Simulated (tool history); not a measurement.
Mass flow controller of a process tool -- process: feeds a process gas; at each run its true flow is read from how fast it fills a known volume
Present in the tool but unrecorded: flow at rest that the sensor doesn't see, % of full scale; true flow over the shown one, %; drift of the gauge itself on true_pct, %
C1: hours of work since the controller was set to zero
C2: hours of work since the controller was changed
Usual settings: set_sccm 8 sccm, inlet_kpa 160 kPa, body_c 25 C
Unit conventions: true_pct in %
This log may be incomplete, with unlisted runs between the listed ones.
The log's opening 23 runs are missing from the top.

{"run": 24, "day": 357.004, "set_sccm": 17, "inlet_kpa": 160, "body_c": 25, "C1": 1325, "C2": 8995, "true_pct": 99.01}
{"run": 25, "day": 376.575, "set_sccm": 17, "inlet_kpa": 160, "body_c": 25, "C1": 1483, "C2": 9152, "true_pct": 98.84}
{"run": 26, "day": 398.333, "set_sccm": 2, "inlet_kpa": 163, "body_c": 23, "C1": 1658, "C2": 9327, "true_pct": 95.2}
{"run": 27, "day": 407.729, "set_sccm": 9, "inlet_kpa": 160, "body_c": 25, "C1": 1733, "C2": 9403, "true_pct": 98.11}
{"run": 28, "day": 423.817, "set_sccm": 9, "inlet_kpa": 160, "body_c": 40, "C1": 1863, "C2": 9532, "true_pct": 96.95}
{"run": 29, "day": 445.346, "set_sccm": 5, "inlet_kpa": 160, "body_c": 25, "C1": 2036, "C2": 9706, "true_pct": 97}
{"run": 30, "day": 455.738, "set_sccm": 3, "inlet_kpa": 156, "body_c": 31, "C1": 2119, "C2": 9789, "true_pct": 95.26}
{"run": 31, "day": 477.321, "set_sccm": 3, "inlet_kpa": 156, "body_c": 31, "C1": 2293, "C2": 9963, "true_pct": 94.96}

4 options for the next run, each taken on its own from the tool as it stands now. Forecast them:
{"run": "A", "day": 490.683, "set_sccm": 8, "inlet_kpa": 272, "body_c": 25, "C1": 2401, "C2": 10070, "true_pct": "?"}
{"run": "B", "day": 490.683, "set_sccm": 3, "inlet_kpa": 156, "body_c": 24, "C1": 2401, "C2": 10070, "true_pct": "?"}
{"run": "C", "day": 490.683, "set_sccm": 8, "inlet_kpa": 230, "body_c": 25, "C1": 2401, "C2": 10070, "true_pct": "?"}
{"run": "D", "day": 490.683, "set_sccm": 12, "inlet_kpa": 160, "body_c": 25, "C1": 2401, "C2": 10070, "true_pct": "?"}

run=A true_pct=97.38
run=B true_pct=95.35
run=C true_pct=97.42
run=D true_pct=98.29
Without the tool's unlogged condition, the same runs would have read:
run=A true_pct=99.25
run=B true_pct=99.2
run=C true_pct=99.3
run=D true_pct=99.76
